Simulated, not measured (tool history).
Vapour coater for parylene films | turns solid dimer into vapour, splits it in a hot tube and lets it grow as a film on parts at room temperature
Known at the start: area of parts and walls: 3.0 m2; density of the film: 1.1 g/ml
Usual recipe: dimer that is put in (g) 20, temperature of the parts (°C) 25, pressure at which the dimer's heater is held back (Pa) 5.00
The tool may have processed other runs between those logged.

run	hour	dimer that is put in (g)	temperature of the parts (°C)	pressure at which the dimer's heater is held back (Pa)	thickness of the film (µm)
1	0.0	20	25	5.00	3.55
2	34.8	20	25	5.00	3.52
3	79.7	20	25	5.00	3.54
4	117.5	20	25	6.20	3.40
5	157.7	20	25	6.20	3.41
# hour 210.8: trap's valve overhauled
6	213.5	20	25	6.20	3.39
7	246.7	20	28	5.00	3.33
8	294.4	20	25	7.29	3.30
9	321.8	20	25	7.29	3.27
10	367.2	20	23	5.00	3.73
11	408.5	20	23	5.00	3.72
12	457.7	19	25	4.77	3.40
13	506.6	21	25	8.93	3.34
14	532.7	20	29	4.10	3.35
15	567.7	9	21	9.97	1.50
16	608.1	21	25	4.39	3.85
17	636.5	21	25	9.40	3.29
18	662.2	21	25	9.40	3.32
19	694.5	11	25	5.67	1.93
20	743.5	17	25	5.00	3.01
21	777.6	15	25	10.92	2.26
22	817.7	10	30	3.30	1.71

Here are 3 independent what-if runs from the current tool condition. What would each one return?
A	867.5	16	30	5.52	?
B	867.5	17	23	6.86	?
C	867.5	32	17	3.31	?

run	thickness of the film (µm)
A	2.44
B	2.92
C	7.36
Stripped of hidden state, with their random variation kept, the same runs would have yielded:
run	thickness of the film (µm)
A	2.46
B	2.95
C	7.41
